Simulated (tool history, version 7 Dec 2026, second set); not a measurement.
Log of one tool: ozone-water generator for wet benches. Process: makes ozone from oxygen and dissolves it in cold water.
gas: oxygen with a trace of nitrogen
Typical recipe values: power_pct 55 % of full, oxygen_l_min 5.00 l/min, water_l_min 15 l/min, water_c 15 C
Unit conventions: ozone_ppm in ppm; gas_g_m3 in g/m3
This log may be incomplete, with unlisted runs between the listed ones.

run 1 hour=0.0 | power_pct=55 oxygen_l_min=5.00 water_l_min=15 water_c=15 | ozone_ppm=21.1 gas_g_m3=172.9
run 2 hour=115.7 | power_pct=55 oxygen_l_min=5.00 water_l_min=15 water_c=15 | ozone_ppm=20.7 gas_g_m3=172.6
run 3 hour=317.1 | power_pct=55 oxygen_l_min=5.00 water_l_min=15 water_c=22 | ozone_ppm=18.3 gas_g_m3=172.3
run 4 hour=441.5 | power_pct=55 oxygen_l_min=5.00 water_l_min=15 water_c=15 | ozone_ppm=20.6 gas_g_m3=169.6
run 5 hour=569.9 | power_pct=55 oxygen_l_min=5.00 water_l_min=15 water_c=15 | ozone_ppm=20.4 gas_g_m3=170.8
run 6 hour=703.8 | power_pct=55 oxygen_l_min=5.00 water_l_min=15 water_c=15 | ozone_ppm=20.4 gas_g_m3=169.2
run 7 hour=854.1 | power_pct=55 oxygen_l_min=5.00 water_l_min=15 water_c=15 | ozone_ppm=20.0 gas_g_m3=166.3
-- hour=973.4 electrodes of the discharge changed
run 8 hour=1035.5 | power_pct=55 oxygen_l_min=5.00 water_l_min=15 water_c=15 | ozone_ppm=25.9 gas_g_m3=219.1
run 9 hour=1188.8 | power_pct=55 oxygen_l_min=5.00 water_l_min=15 water_c=15 | ozone_ppm=25.8 gas_g_m3=215.3
run 10 hour=1312.7 | power_pct=55 oxygen_l_min=5.00 water_l_min=15 water_c=15 | ozone_ppm=25.8 gas_g_m3=217.2
run 11 hour=1462.5 | power_pct=55 oxygen_l_min=5.00 water_l_min=15 water_c=15 | ozone_ppm=25.4 gas_g_m3=215.8
-- hour=1569.4 water thermometer calibrated
run 12 hour=1609.8 | power_pct=55 oxygen_l_min=5.00 water_l_min=15 water_c=15 | ozone_ppm=25.3 gas_g_m3=214.6
run 13 hour=1712.4 | power_pct=55 oxygen_l_min=7.47 water_l_min=15 water_c=15 | ozone_ppm=23.8 gas_g_m3=166.7
run 14 hour=1809.6 | power_pct=55 oxygen_l_min=7.47 water_l_min=15 water_c=15 | ozone_ppm=23.3 gas_g_m3=164.7
run 15 hour=1994.1 | power_pct=61 oxygen_l_min=5.00 water_l_min=15 water_c=23 | ozone_ppm=23.3 gas_g_m3=230.9
-- hour=2054.1 contactor cleaned
run 16 hour=2084.8 | power_pct=61 oxygen_l_min=5.00 water_l_min=15 water_c=23 | ozone_ppm=25.6 gas_g_m3=227.2
run 17 hour=2292.6 | power_pct=55 oxygen_l_min=5.00 water_l_min=19 water_c=16 | ozone_ppm=21.2 gas_g_m3=209.3
run 18 hour=2477.7 | power_pct=43 oxygen_l_min=7.84 water_l_min=24 water_c=7 | ozone_ppm=15.7 gas_g_m3=129.5
run 19 hour=2623.5 | power_pct=67 oxygen_l_min=2.53 water_l_min=16 water_c=21 | ozone_ppm=27.1 gas_g_m3=367.8
run 20 hour=2748.8 | power_pct=50 oxygen_l_min=3.69 water_l_min=15 water_c=15 | ozone_ppm=24.6 gas_g_m3=234.1
run 21 hour=2834.2 | power_pct=84 oxygen_l_min=3.69 water_l_min=15 water_c=17 | ozone_ppm=34.7 gas_g_m3=341.4
run 22 hour=2926.5 | power_pct=84 oxygen_l_min=3.69 water_l_min=15 water_c=17 | ozone_ppm=34.8 gas_g_m3=341.9

Branching from run 22: 5 alternative next runs. What would each branch give?
run A hour=3073.1 | power_pct=55 oxygen_l_min=5.00 water_l_min=23 water_c=15 | ozone_ppm=? gas_g_m3=?
run B hour=3073.1 | power_pct=55 oxygen_l_min=5.00 water_l_min=15 water_c=9 | ozone_ppm=? gas_g_m3=?
run C hour=3073.1 | power_pct=52 oxygen_l_min=3.69 water_l_min=15 water_c=17 | ozone_ppm=? gas_g_m3=?
run D hour=3073.1 | power_pct=55 oxygen_l_min=3.14 water_l_min=15 water_c=12 | ozone_ppm=? gas_g_m3=?
run E hour=3073.1 | power_pct=48 oxygen_l_min=5.00 water_l_min=15 water_c=9 | ozone_ppm=? gas_g_m3=?

run=A ozone_ppm=17.4 gas_g_m3=202.9
run=B ozone_ppm=27.7 gas_g_m3=203.9
run=C ozone_ppm=24.2 gas_g_m3=238.6
run=D ozone_ppm=27.1 gas_g_m3=271.6
run=E ozone_ppm=24.7 gas_g_m3=185.0
The same runs, with their run-to-run variation unchanged, on a tool lacking any hidden condition would have given:
run=A ozone_ppm=19.1 gas_g_m3=216.4
run=B ozone_ppm=30.2 gas_g_m3=217.6
run=C ozone_ppm=26.4 gas_g_m3=253.7
run=D ozone_ppm=29.6 gas_g_m3=289.8
run=E ozone_ppm=26.8 gas_g_m3=195.7
